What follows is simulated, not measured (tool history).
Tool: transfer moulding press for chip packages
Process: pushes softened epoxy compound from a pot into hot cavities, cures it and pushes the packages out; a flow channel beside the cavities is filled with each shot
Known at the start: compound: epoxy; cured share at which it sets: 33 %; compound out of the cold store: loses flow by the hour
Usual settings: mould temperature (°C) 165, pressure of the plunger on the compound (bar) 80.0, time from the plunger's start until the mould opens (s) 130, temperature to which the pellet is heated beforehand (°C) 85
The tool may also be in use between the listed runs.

run,hour,mould temperature (°C),pressure of the plunger on the compound (bar),time from the plunger's start until the mould opens (s),temperature to which the pellet is heated beforehand (°C),incoming compound's hours out of the cold store,length that the compound runs in the flow channel (mm),greatest force on the pins that push the packages out (N)
1,0.0,165,80.0,130,85,30.1,789,309
2,19.6,165,80.0,130,85,20.0,850,319
3,41.7,165,80.0,130,85,22.8,829,316
4,70.0,165,80.0,130,85,39.7,745,316
5,99.9,165,80.0,130,85,36.5,761,305
6,127.7,165,80.0,130,85,27.3,810,300
7,145.5,165,80.0,130,85,10.7,902,321
8,172.8,165,80.0,130,85,38.1,754,310
9,196.4,165,80.0,130,85,47.4,712,323
10,229.9,165,80.0,130,85,30.4,792,322
11,256.8,165,80.0,130,85,22.2,833,315
12,285.1,165,80.0,128,85,44.2,728,305
13,311.5,165,80.0,128,85,30.1,793,324
14,337.3,165,80.0,128,85,9.7,904,320
15,370.0,165,90.6,159,85,37.2,807,280
16,386.2,166,80.0,130,77,34.5,769,321
17,405.7,166,80.0,130,77,28.3,798,304
18,434.3,158,92.9,158,94,43.4,813,347
19,452.5,165,74.4,129,85,9.1,873,334
20,474.7,165,74.4,129,85,42.7,708,323
21,489.5,165,74.4,129,85,43.7,695,324
22,526.3,165,80.0,130,78,15.0,874,307
23,554.9,165,80.0,115,85,29.2,797,363
24,584.1,165,80.0,115,85,30.9,790,363
25,611.4,165,80.0,115,85,16.9,861,381
26,641.4,165,80.0,115,85,31.6,784,377
27,657.0,162,66.9,122,79,37.5,705,392
28,676.2,162,66.9,122,79,22.2,776,422

Taken out of this log: 8 entries between the listed runs. Where each belongs, and how the hidden state differs across it:
Between runs 4 and 5: cavities cleaned with cleaning compound and waxed (hour 75.4)
  pressure that reaches the compound, % of what is set: 99.86 -> 99.85; grip of the stained cavities, % over clean ones': 1.4 -> 0.4
Between runs 5 and 6: plunger's sealing rings changed (hour 123.3)
  pressure that reaches the compound, % of what is set: 99.85 -> 99.98; grip of the stained cavities, % over clean ones': 0.4 -> 0.8
Between runs 9 and 10: cavities cleaned with cleaning compound and waxed (hour 219.9)
  pressure that reaches the compound, % of what is set: 99.95 -> 99.94; grip of the stained cavities, % over clean ones': 1.3 -> 0.2
Between runs 11 and 12: mould's thermocouples calibrated (hour 285.1)
  true mould temperature over the reading, C: -0.02 -> 0; pressure that reaches the compound, % of what is set: 99.93 -> 99.92; grip of the stained cavities, % over clean ones': 0.6 -> 0.9
Between runs 14 and 15: cavities cleaned with cleaning compound and waxed (hour 363.0)
  pressure that reaches the compound, % of what is set: 99.9 -> 99.88; grip of the stained cavities, % over clean ones': 1.3 -> 0.1
Between runs 21 and 22: cavities cleaned with cleaning compound and waxed (hour 504.5); plunger's sealing rings changed (hour 526.3)
  pressure that reaches the compound, % of what is set: 99.83 -> 100; grip of the stained cavities, % over clean ones': 1.3 -> 0.4
Between runs 26 and 27: cavities cleaned with cleaning compound and waxed (hour 648.0)
  pressure that reaches the compound, % of what is set: 99.95 -> 99.94; grip of the stained cavities, % over clean ones': 1.4 -> 0.2
